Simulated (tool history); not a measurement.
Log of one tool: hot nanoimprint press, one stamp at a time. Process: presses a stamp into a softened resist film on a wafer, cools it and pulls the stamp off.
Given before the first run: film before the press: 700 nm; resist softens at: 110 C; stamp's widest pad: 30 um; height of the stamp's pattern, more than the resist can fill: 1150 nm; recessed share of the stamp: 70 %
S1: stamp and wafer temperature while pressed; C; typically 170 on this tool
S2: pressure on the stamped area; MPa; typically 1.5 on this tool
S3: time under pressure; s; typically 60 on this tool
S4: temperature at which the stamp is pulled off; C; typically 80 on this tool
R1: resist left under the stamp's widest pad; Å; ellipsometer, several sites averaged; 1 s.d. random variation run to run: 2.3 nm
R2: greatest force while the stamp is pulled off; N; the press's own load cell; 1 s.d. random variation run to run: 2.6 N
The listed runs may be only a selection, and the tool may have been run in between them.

{"run": 1, "hour": 0.0, "S1": 170, "S2": 1.5, "S3": 60, "S4": 80, "R1": 3691, "R2": 175}
{"run": 2, "hour": 34.8, "S1": 170, "S2": 1.5, "S3": 60, "S4": 80, "R1": 3707, "R2": 172}
{"run": 3, "hour": 64.5, "S1": 170, "S2": 1.5, "S3": 60, "S4": 80, "R1": 3705, "R2": 175}
{"run": 4, "hour": 94.8, "S1": 170, "S2": 1.5, "S3": 60, "S4": 80, "R1": 3675, "R2": 174}
{"run": 5, "hour": 113.1, "S1": 175, "S2": 1.5, "S3": 60, "S4": 80, "R1": 2937, "R2": 176}
{"hour": 158.9, "done": "stamp cleaned and given a new release coat"}
{"run": 6, "hour": 158.9, "S1": 170, "S2": 1.5, "S3": 60, "S4": 73, "R1": 3685, "R2": 204}
{"run": 7, "hour": 197.8, "S1": 170, "S2": 1.5, "S3": 60, "S4": 73, "R1": 3665, "R2": 207}
{"run": 8, "hour": 241.5, "S1": 170, "S2": 1.5, "S3": 60, "S4": 80, "R1": 3670, "R2": 174}
{"run": 9, "hour": 279.1, "S1": 170, "S2": 1.5, "S3": 60, "S4": 80, "R1": 3667, "R2": 175}
{"hour": 289.0, "done": "plate thermocouple calibrated"}
{"run": 10, "hour": 311.3, "S1": 170, "S2": 1.5, "S3": 63, "S4": 80, "R1": 3636, "R2": 177}
{"run": 11, "hour": 344.6, "S1": 170, "S2": 1.5, "S3": 60, "S4": 68, "R1": 3697, "R2": 221}
{"run": 12, "hour": 383.3, "S1": 170, "S2": 1.5, "S3": 60, "S4": 68, "R1": 3702, "R2": 225}
{"hour": 409.9, "done": "stamp cleaned and given a new release coat"}
{"run": 13, "hour": 423.0, "S1": 170, "S2": 1.5, "S3": 32, "S4": 76, "R1": 4492, "R2": 189}
{"run": 14, "hour": 455.5, "S1": 176, "S2": 1.5, "S3": 37, "S4": 80, "R1": 3349, "R2": 174}
{"run": 15, "hour": 485.0, "S1": 161, "S2": 1.5, "S3": 76, "S4": 80, "R1": 5044, "R2": 179}
{"run": 16, "hour": 519.6, "S1": 161, "S2": 1.5, "S3": 76, "S4": 80, "R1": 5008, "R2": 175}
{"run": 17, "hour": 556.9, "S1": 161, "S2": 1.5, "S3": 76, "S4": 80, "R1": 4989, "R2": 176}
{"run": 18, "hour": 600.0, "S1": 161, "S2": 1.5, "S3": 76, "S4": 80, "R1": 4959, "R2": 176}
{"run": 19, "hour": 623.0, "S1": 161, "S2": 1.82, "S3": 76, "S4": 85, "R1": 4729, "R2": 152}
{"run": 20, "hour": 643.8, "S1": 161, "S2": 1.82, "S3": 65, "S4": 70, "R1": 4871, "R2": 209}
{"hour": 655.8, "done": "stamp cleaned and given a new release coat"}
{"hour": 691.6, "done": "press's hydraulic seals changed and the load cell set to zero"}
{"run": 21, "hour": 691.6, "S1": 177, "S2": 1.5, "S3": 64, "S4": 74, "R1": 2565, "R2": 196}
{"run": 22, "hour": 716.3, "S1": 179, "S2": 1.39, "S3": 61, "S4": 74, "R1": 2529, "R2": 204}
{"run": 23, "hour": 735.4, "S1": 170, "S2": 2.18, "S3": 60, "S4": 78, "R1": 3075, "R2": 178}
{"hour": 740.4, "done": "plate thermocouple calibrated"}
{"run": 24, "hour": 765.2, "S1": 170, "S2": 1.38, "S3": 34, "S4": 80, "R1": 4589, "R2": 175}

Predict each of these 3 candidate next runs independently; none follows another, all start after run 24:
{"run": "A", "hour": 800.0, "S1": 165, "S2": 1.24, "S3": 60, "S4": 88, "R1": "?", "R2": "?"}
{"run": "B", "hour": 800.0, "S1": 170, "S2": 1.5, "S3": 60, "S4": 75, "R1": "?", "R2": "?"}
{"run": "C", "hour": 800.0, "S1": 164, "S2": 1.5, "S3": 60, "S4": 80, "R1": "?", "R2": "?"}

run=A R1=4863 R2=142
run=B R1=3701 R2=196
run=C R1=4650 R2=174
With the hidden condition removed and each run's random variation left untouched, the same runs would have given:
run=A R1=4863 R2=141
run=B R1=3700 R2=195
run=C R1=4649 R2=173
